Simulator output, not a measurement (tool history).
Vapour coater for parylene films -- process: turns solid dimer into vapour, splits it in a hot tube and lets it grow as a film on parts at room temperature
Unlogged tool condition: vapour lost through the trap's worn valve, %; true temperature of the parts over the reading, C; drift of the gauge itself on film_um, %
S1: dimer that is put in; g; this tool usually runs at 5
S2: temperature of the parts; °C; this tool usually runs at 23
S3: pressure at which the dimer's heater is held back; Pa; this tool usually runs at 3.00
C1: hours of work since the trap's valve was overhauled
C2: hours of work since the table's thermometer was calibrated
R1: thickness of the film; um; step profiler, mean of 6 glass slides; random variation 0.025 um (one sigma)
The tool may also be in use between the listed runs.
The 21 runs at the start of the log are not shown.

Run 22, hour 267.2: usual settings but S1 6 g, S2 22 °C, S3 10.43 Pa; C1 156; C2 292. Result: R1 1.65 um.
Run 23, hour 281.7: usual settings but S1 6 g, S2 22 °C, S3 10.43 Pa; C1 162; C2 298. Result: R1 1.67 um.
Run 24, hour 290.6: usual settings but S1 6 g, S2 22 °C, S3 10.43 Pa; C1 166; C2 302. Result: R1 1.67 um.
Run 25, hour 303.0: usual settings but S1 6 g, S2 22 °C, S3 10.43 Pa; C1 171; C2 307. Result: R1 1.63 um.
Run 26, hour 316.4: usual settings but S1 2 g, S2 31 °C, S3 2.56 Pa; C1 177; C2 313. Result: R1 0.48 um.
Run 27, hour 328.7: usual settings but S1 8 g, S2 17 °C, S3 6.20 Pa; C1 182; C2 318. Result: R1 3.00 um.
Run 28, hour 341.3: usual settings but S3 3.25 Pa; C1 187; C2 323. Result: R1 1.67 um.
Run 29, hour 356.3: usual settings but S3 3.25 Pa; C1 194; C2 330. Result: R1 1.61 um.
Run 30, hour 367.5: usual settings but S3 3.25 Pa; C1 198; C2 334. Result: R1 1.64 um.
Run 31, hour 377.5: usual settings but S3 3.25 Pa; C1 202; C2 339. Result: R1 1.64 um.
Run 32, hour 389.4: usual settings but S3 3.25 Pa; C1 207; C2 344. Result: R1 1.66 um.
Run 33, hour 409.0: usual settings but S3 7.57 Pa; C1 216; C2 352. Result: R1 1.37 um.

Consider 3 possible next runs. They are alternatives, not a sequence: every one starts from the tool as it was left by run 33. What does each give?
Run A, hour 418.1: usual settings but S1 8 g, S2 25 °C, S3 8.15 Pa; C1 220; C2 356. Result: R1 ?.
Run B, hour 418.1: usual settings but S1 4 g, S2 19 °C, S3 9.63 Pa; C1 220; C2 356. Result: R1 ?.
Run C, hour 418.1: usual settings but S2 18 °C, S3 3.34 Pa; C1 220; C2 356. Result: R1 ?.

run    R1
  A  1.97
  B  1.27
  C  2.02
Stripped of hidden state, with their random variation kept, the same runs would have yielded:
run    R1
  A  2.16
  B  1.39
  C  2.21
